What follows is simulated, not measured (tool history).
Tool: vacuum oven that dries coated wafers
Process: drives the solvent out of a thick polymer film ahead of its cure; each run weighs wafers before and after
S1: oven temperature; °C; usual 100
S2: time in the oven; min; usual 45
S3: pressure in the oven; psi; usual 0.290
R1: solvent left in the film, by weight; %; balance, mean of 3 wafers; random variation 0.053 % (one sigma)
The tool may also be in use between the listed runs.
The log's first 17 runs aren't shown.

run,hour,S1,S2,S3,R1
18,926.1,90,59,0.448,4.19
19,971.1,90,59,0.448,4.12
20,1042.0,90,59,0.361,3.95
21,1113.3,90,59,0.361,4.07
22,1160.1,90,59,0.361,4.11
23,1194.1,90,59,0.361,3.98
24,1251.4,90,59,0.361,3.98
25,1310.4,90,59,0.361,3.93
26,1351.9,90,59,0.361,4.07
27,1400.2,90,62,0.361,3.81
28,1459.9,110,45,0.403,0.72
29,1525.7,107,25,0.438,2.68
30,1591.2,86,45,1.136,9.20
31,1651.1,85,45,0.155,7.65
32,1681.3,113,54,0.290,0.48
33,1727.5,87,45,0.622,7.74
34,1785.9,87,70,0.508,4.70
35,1831.2,91,26,0.257,8.44
36,1889.9,91,26,0.257,8.50
37,1931.4,103,45,0.360,1.47

Run 38 comes next. What will it give?
38,1997.6,103,45,0.360,?

Run 38 gave R1 1.46 %.
Without the tool's hidden state the same run would have given R1 1.26 %.
